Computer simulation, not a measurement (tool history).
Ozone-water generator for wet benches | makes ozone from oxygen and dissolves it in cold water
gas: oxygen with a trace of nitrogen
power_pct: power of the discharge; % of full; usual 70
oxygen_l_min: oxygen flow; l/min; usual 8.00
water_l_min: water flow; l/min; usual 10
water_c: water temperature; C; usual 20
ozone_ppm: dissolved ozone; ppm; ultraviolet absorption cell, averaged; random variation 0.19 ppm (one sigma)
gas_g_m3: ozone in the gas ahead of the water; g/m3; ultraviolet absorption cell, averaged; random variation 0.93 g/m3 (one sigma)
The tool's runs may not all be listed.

run 1 hour=0.0 | power_pct=70 oxygen_l_min=8.00 water_l_min=10 water_c=20 | ozone_ppm=24.1 gas_g_m3=141.8
run 2 hour=63.3 | power_pct=70 oxygen_l_min=8.00 water_l_min=10 water_c=20 | ozone_ppm=24.1 gas_g_m3=141.3
run 3 hour=196.7 | power_pct=55 oxygen_l_min=8.00 water_l_min=10 water_c=20 | ozone_ppm=20.9 gas_g_m3=122.3
run 4 hour=274.7 | power_pct=79 oxygen_l_min=8.00 water_l_min=10 water_c=20 | ozone_ppm=25.6 gas_g_m3=150.6
run 5 hour=371.2 | power_pct=79 oxygen_l_min=8.00 water_l_min=10 water_c=20 | ozone_ppm=25.9 gas_g_m3=151.1
run 6 hour=457.8 | power_pct=70 oxygen_l_min=8.00 water_l_min=10 water_c=20 | ozone_ppm=23.9 gas_g_m3=140.3
run 7 hour=518.0 | power_pct=43 oxygen_l_min=8.00 water_l_min=10 water_c=20 | ozone_ppm=18.0 gas_g_m3=105.7
run 8 hour=578.6 | power_pct=43 oxygen_l_min=8.69 water_l_min=10 water_c=20 | ozone_ppm=17.4 gas_g_m3=100.2
run 9 hour=669.9 | power_pct=55 oxygen_l_min=8.00 water_l_min=10 water_c=20 | ozone_ppm=20.4 gas_g_m3=121.5
-- hour=721.5 water thermometer calibrated
run 10 hour=767.3 | power_pct=70 oxygen_l_min=12.37 water_l_min=10 water_c=20 | ozone_ppm=19.0 gas_g_m3=105.8
run 11 hour=837.5 | power_pct=70 oxygen_l_min=12.37 water_l_min=10 water_c=20 | ozone_ppm=19.1 gas_g_m3=104.1
run 12 hour=938.3 | power_pct=70 oxygen_l_min=12.37 water_l_min=10 water_c=20 | ozone_ppm=18.9 gas_g_m3=104.5
-- hour=999.4 water thermometer calibrated, once more
run 13 hour=1056.7 | power_pct=70 oxygen_l_min=12.37 water_l_min=10 water_c=20 | ozone_ppm=19.6 gas_g_m3=104.0
run 14 hour=1169.8 | power_pct=49 oxygen_l_min=8.00 water_l_min=10 water_c=20 | ozone_ppm=19.0 gas_g_m3=114.2
run 15 hour=1275.1 | power_pct=49 oxygen_l_min=8.00 water_l_min=10 water_c=20 | ozone_ppm=19.0 gas_g_m3=113.7
run 16 hour=1393.5 | power_pct=49 oxygen_l_min=8.00 water_l_min=10 water_c=20 | ozone_ppm=19.0 gas_g_m3=111.6
run 17 hour=1499.1 | power_pct=49 oxygen_l_min=8.00 water_l_min=10 water_c=20 | ozone_ppm=19.1 gas_g_m3=112.9
run 18 hour=1564.5 | power_pct=45 oxygen_l_min=8.00 water_l_min=12 water_c=20 | ozone_ppm=16.3 gas_g_m3=106.1
run 19 hour=1652.3 | power_pct=42 oxygen_l_min=12.73 water_l_min=10 water_c=20 | ozone_ppm=14.2 gas_g_m3=76.1
run 20 hour=1738.2 | power_pct=42 oxygen_l_min=12.73 water_l_min=10 water_c=20 | ozone_ppm=14.1 gas_g_m3=75.6
run 21 hour=1833.2 | power_pct=70 oxygen_l_min=11.44 water_l_min=10 water_c=24 | ozone_ppm=17.7 gas_g_m3=107.0
run 22 hour=1905.7 | power_pct=70 oxygen_l_min=11.44 water_l_min=10 water_c=24 | ozone_ppm=17.6 gas_g_m3=107.3
run 23 hour=1984.0 | power_pct=70 oxygen_l_min=4.26 water_l_min=7 water_c=24 | ozone_ppm=31.7 gas_g_m3=207.2
run 24 hour=2076.8 | power_pct=70 oxygen_l_min=8.00 water_l_min=10 water_c=17 | ozone_ppm=24.3 gas_g_m3=135.4
run 25 hour=2208.6 | power_pct=70 oxygen_l_min=8.00 water_l_min=10 water_c=17 | ozone_ppm=23.9 gas_g_m3=133.7
run 26 hour=2334.4 | power_pct=70 oxygen_l_min=9.19 water_l_min=10 water_c=16 | ozone_ppm=23.4 gas_g_m3=121.6
run 27 hour=2467.6 | power_pct=70 oxygen_l_min=6.66 water_l_min=10 water_c=19 | ozone_ppm=24.3 gas_g_m3=150.8
run 28 hour=2571.5 | power_pct=99 oxygen_l_min=4.33 water_l_min=15 water_c=22 | ozone_ppm=23.1 gas_g_m3=240.1
run 29 hour=2638.6 | power_pct=51 oxygen_l_min=6.97 water_l_min=10 water_c=12 | ozone_ppm=23.2 gas_g_m3=122.9
run 30 hour=2717.2 | power_pct=70 oxygen_l_min=8.00 water_l_min=15 water_c=15 | ozone_ppm=18.8 gas_g_m3=132.5
run 31 hour=2816.3 | power_pct=70 oxygen_l_min=8.00 water_l_min=15 water_c=15 | ozone_ppm=18.7 gas_g_m3=130.2
run 32 hour=2943.0 | power_pct=70 oxygen_l_min=8.13 water_l_min=10 water_c=14 | ozone_ppm=24.8 gas_g_m3=131.2
-- hour=2969.9 contactor cleaned
run 33 hour=3066.9 | power_pct=70 oxygen_l_min=8.13 water_l_min=10 water_c=14 | ozone_ppm=25.4 gas_g_m3=129.3

Hidden state or all else? Some run-to-run changes of ozone_ppm, split into what the settings, what came in and random variation would give without the hidden state, and what is left for the hidden state (with any gauge scatter that isn't in both results):
The hidden state here: yield of the discharge, % of new electrodes'; contactor's efficiency, % of a clean one's; true water temperature over the reading, C; drift of the gauge itself on ozone_ppm, %; drift of the gauge itself on gas_g_m3, %.
Run 6 -> 7: power_pct 70 -> 43. ozone_ppm -5.9 ppm: hidden state +1.6, all else -7.5.
Run 22 -> 23: oxygen_l_min 11.44 -> 4.26, water_l_min 10 -> 7. ozone_ppm +14.1 ppm: hidden state -2.6, all else +16.7.
Run 23 -> 24: oxygen_l_min 4.26 -> 8.00, water_l_min 7 -> 10, water_c 24 -> 17. ozone_ppm -7.4 ppm: hidden state +1.2, all else -8.6.
Run 28 -> 29: power_pct 99 -> 51, oxygen_l_min 4.33 -> 6.97, water_l_min 15 -> 10, water_c 22 -> 12. ozone_ppm +0.1 ppm: hidden state +1.9, all else -1.8.
Run 31 -> 32: oxygen_l_min 8.00 -> 8.13, water_l_min 15 -> 10, water_c 15 -> 14. ozone_ppm +6.1 ppm: hidden state -1.4, all else +7.5.

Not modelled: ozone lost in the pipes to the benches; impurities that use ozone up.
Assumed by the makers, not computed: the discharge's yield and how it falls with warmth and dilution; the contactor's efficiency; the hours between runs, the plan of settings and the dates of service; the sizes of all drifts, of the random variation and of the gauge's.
